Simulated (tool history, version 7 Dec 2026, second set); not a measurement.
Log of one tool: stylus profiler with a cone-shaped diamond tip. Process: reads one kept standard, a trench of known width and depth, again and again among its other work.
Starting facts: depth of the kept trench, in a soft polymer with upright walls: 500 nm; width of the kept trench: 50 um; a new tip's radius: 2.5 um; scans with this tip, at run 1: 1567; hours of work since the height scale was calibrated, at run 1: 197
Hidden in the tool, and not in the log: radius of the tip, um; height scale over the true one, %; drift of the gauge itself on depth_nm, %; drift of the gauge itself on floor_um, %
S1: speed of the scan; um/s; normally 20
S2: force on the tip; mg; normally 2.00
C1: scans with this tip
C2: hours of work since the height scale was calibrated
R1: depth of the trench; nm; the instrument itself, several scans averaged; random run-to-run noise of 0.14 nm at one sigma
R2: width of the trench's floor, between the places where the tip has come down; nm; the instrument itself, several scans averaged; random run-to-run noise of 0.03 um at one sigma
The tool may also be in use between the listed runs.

| run | hour | S1 | S2 | C1 | C2 | R1 | R2 |
|---|---|---|---|---|---|---|---|
| 1 | 0.0 | 20 | 2.00 | 1567 | 197 | 502.59 | 46920 |
| 2 | 14.9 | 20 | 2.91 | 1636 | 206 | 503.73 | 46910 |
| 3 | 29.9 | 20 | 2.91 | 1705 | 214 | 503.87 | 46900 |
| 4 | 39.6 | 22 | 2.00 | 1750 | 220 | 502.77 | 46910 |
| 5 | 53.8 | 20 | 2.01 | 1815 | 228 | 502.86 | 46900 |
| 6 | 70.3 | 20 | 2.01 | 1891 | 238 | 502.65 | 46880 |
| 7 | 87.9 | 20 | 2.01 | 1972 | 248 | 502.53 | 46840 |
| 8 | 109.0 | 20 | 2.01 | 2070 | 260 | 502.79 | 46860 |
| 9 | 121.1 | 20 | 2.01 | 2125 | 267 | 502.59 | 46810 |
| 10 | 138.6 | 20 | 0.70 | 2206 | 278 | 500.82 | 46810 |
| 11 | 154.8 | 73 | 5.50 | 2281 | 287 | 505.58 | 46830 |
| 12 | 165.8 | 73 | 5.50 | 2332 | 293 | 505.76 | 46790 |
| 13 | 187.1 | 5 | 1.28 | 2430 | 306 | 501.59 | 46900 |
| 14 | 201.4 | 25 | 0.83 | 2496 | 314 | 501.13 | 46840 |
| 15 | 222.1 | 25 | 0.83 | 2591 | 326 | 500.90 | 46800 |
| 16 | 236.4 | 25 | 0.83 | 2658 | 334 | 501.07 | 46820 |
| 17 | 246.4 | 14 | 5.44 | 2704 | 340 | 505.74 | 46870 |
| 18 | 260.2 | 12 | 1.80 | 2767 | 348 | 502.15 | 46880 |
| 19 | 277.0 | 9 | 2.13 | 2845 | 358 | 502.40 | 46880 |
| 20 | 289.8 | 9 | 2.13 | 2904 | 365 | 502.40 | 46880 |

A few steps of R1 between consecutive runs. Split each: what settings, incoming material and random variation would produce without the hidden state, and what is left over for the hidden state, along with gauge scatter present in only one of the two compared results (measured, and without hidden state):
Run 7 -> 8: settings left as they were, no log entry in between. R1 +0.26 nm: hidden state -0.04, all else +0.30.
Run 10 -> 11: S1 20 -> 73, S2 0.70 -> 5.50. R1 +4.76 nm: hidden state -0.04, all else +4.80.
Run 16 -> 17: S1 25 -> 14, S2 0.83 -> 5.44. R1 +4.67 nm: hidden state -0.01, all else +4.68.
